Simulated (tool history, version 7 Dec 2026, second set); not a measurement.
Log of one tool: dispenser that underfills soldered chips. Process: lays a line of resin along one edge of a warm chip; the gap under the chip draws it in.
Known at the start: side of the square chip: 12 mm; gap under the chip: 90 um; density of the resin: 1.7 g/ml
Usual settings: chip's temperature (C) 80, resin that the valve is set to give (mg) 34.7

run,hour,chip's temperature (C),resin that the valve is set to give (mg),time until the resin shows at the far edge (s),resin that the valve gave (mg)
1,0.0,80,34.7,104.3,33.57
2,7.3,80,34.7,158.5,33.49
# hour 8.3: new syringe of resin
3,17.9,80,34.7,118.0,33.04
# hour 23.9: new syringe of resin
4,26.0,80,34.7,78.0,33.18
5,30.6,80,34.7,103.0,33.03
# hour 39.7: new syringe of resin
6,40.9,80,34.7,72.6,32.98
7,45.7,80,34.7,94.7,32.81
# hour 49.9: dispensing valve cleaned and set on the balance
# hour 56.4: new syringe of resin
8,56.4,78,34.7,73.0,34.49
9,66.0,80,38.0,118.1,37.59
10,70.7,80,38.0,153.6,37.50
# hour 72.1: new syringe of resin
11,77.1,80,38.0,89.5,37.12
12,82.2,80,38.0,122.7,37.53
# hour 87.6: new syringe of resin
13,91.2,80,38.0,81.6,37.24
14,99.5,80,38.0,130.5,36.88
# hour 103.3: new syringe of resin
15,104.0,80,38.0,68.9,36.98
16,110.6,83,36.3,91.8,35.35
# hour 119.1: new syringe of resin
17,120.5,83,32.1,66.0,31.02
18,126.8,79,36.0,107.7,34.58
19,131.7,83,30.9,127.9,29.83
# hour 134.8: new syringe of resin
20,138.0,83,30.9,73.7,29.41
21,142.6,83,29.9,98.0,28.40
22,149.3,83,29.9,145.2,28.37
# hour 150.4: new syringe of resin
23,158.4,73,32.9,138.1,31.24
# hour 165.7: dispensing valve cleaned and set on the balance
# hour 167.0: new syringe of resin
24,167.0,73,32.9,88.5,33.19
25,171.3,88,43.2,64.1,43.14

Some steps in time until the resin shows at the far edge (s) between neighbouring runs. How much of each would the tool show without its hidden state too (settings, what came in, random variation), and how much is left for the hidden state, with any gauge scatter that isn't in both results?
The hidden state here: resin's viscosity, % of fresh resin's; dose that the valve gives, % of what is set; true chip temperature over the reading, C; drift of the gauge itself on fill_s, %; drift of the gauge itself on given_mg, %.
Run 10 -> 11: new syringe of resin. time until the resin shows at the far edge (s) -64.1: hidden state -62.9, all else -1.2.
Run 14 -> 15: new syringe of resin. time until the resin shows at the far edge (s) -61.6: hidden state -61.7, all else +0.1.
